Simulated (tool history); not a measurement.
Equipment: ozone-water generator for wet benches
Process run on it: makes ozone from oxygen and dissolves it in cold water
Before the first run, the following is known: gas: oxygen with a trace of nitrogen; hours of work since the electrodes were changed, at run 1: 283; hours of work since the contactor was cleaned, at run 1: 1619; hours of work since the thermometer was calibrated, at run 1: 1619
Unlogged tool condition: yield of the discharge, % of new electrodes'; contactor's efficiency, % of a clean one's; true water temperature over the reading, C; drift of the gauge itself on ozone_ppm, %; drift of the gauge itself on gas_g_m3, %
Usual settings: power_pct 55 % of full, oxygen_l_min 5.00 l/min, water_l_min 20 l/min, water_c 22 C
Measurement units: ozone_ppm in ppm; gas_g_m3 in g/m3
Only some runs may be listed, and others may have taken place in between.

run	day	power_pct	oxygen_l_min	water_l_min	water_c	hours of work since the electrodes were changed	hours of work since the contactor was cleaned	hours of work since the thermometer was calibrated	ozone_ppm	gas_g_m3
1	0.000	55	5.00	20	22	283	1619	1619	14.6	130.7
2	1.975	55	5.00	20	22	320	1655	1655	14.3	131.4
3	4.362	55	5.00	20	22	364	1699	1699	14.4	130.1
4	6.962	55	5.00	20	22	411	1747	1747	14.3	130.9
5	9.508	55	5.00	20	22	458	1794	1794	14.6	130.6
6	11.221	55	5.00	20	22	490	1825	1825	14.7	130.2
7	14.367	55	5.00	20	22	548	1883	1883	14.2	130.2
8	17.004	55	5.00	20	22	596	1931	1931	14.6	129.8
9	19.825	55	5.00	20	22	648	1983	1983	14.0	130.8
10	21.750	55	5.00	20	22	683	2019	2019	14.4	130.1
11	23.767	55	5.00	20	22	721	2056	2056	14.5	130.1
12	25.938	55	5.00	21	22	760	2096	2096	14.0	130.0
13	29.504	55	5.00	21	22	826	2161	2161	13.7	130.2
14	31.725	55	5.00	21	22	867	2202	2202	13.6	128.9
15	35.329	55	5.00	21	22	933	2269	2269	13.6	127.5
16	38.500	55	5.00	20	22	992	2327	2327	14.4	129.9
17	41.196	55	5.00	20	22	1041	2376	2376	14.3	129.4
18	44.142	55	5.00	17	22	1095	2431	2431	16.0	130.1
19	47.417	55	5.00	31	17	1156	2491	2491	10.2	127.2
20	50.496	55	5.00	19	19	1212	2548	2548	15.4	128.7
21	52.938	55	5.00	19	19	1257	2593	2593	15.4	130.2
22	55.925	61	5.00	20	20	1312	2647	2647	15.8	139.3
23	57.483	55	5.00	20	22	1341	2676	2676	13.9	127.1
24	59.742	55	2.56	25	22	1382	2718	2718	11.0	184.9
25	61.579	55	2.56	25	22	1416	2751	2751	10.7	185.8
26	64.858	55	2.56	25	22	1476	2812	2812	10.8	186.6
27	67.325	55	4.68	25	22	1522	2857	2857	11.6	133.7
28	70.533	41	5.00	20	22	1581	2916	2916	11.1	101.5
29	74.062	41	8.14	20	27	1646	2981	2981	9.8	76.9
30	76.854	83	8.14	20	14	1697	3032	3032	21.2	133.7
31	79.225	88	5.00	16	14	1741	3076	3076	27.2	185.0
32	82.192	45	5.00	20	27	1795	3131	3131	10.8	107.7
33	83.696	55	6.24	18	22	1823	3158	3158	14.6	113.4

Forecast each of these 3 alternatives for the next run:
A	86.712	81	3.47	18	15	1878	3214	3214	?	?
B	86.712	55	7.57	20	22	1878	3214	3214	?	?
C	86.712	55	3.07	24	18	1878	3214	3214	?	?

run	ozone_ppm	gas_g_m3
A	22.1	211.1
B	13.3	101.8
C	12.1	168.8
The same runs, with their run-to-run variation unchanged, on a tool lacking any hidden condition would have given:
run	ozone_ppm	gas_g_m3
A	24.0	223.3
B	14.2	106.0
C	13.0	175.7

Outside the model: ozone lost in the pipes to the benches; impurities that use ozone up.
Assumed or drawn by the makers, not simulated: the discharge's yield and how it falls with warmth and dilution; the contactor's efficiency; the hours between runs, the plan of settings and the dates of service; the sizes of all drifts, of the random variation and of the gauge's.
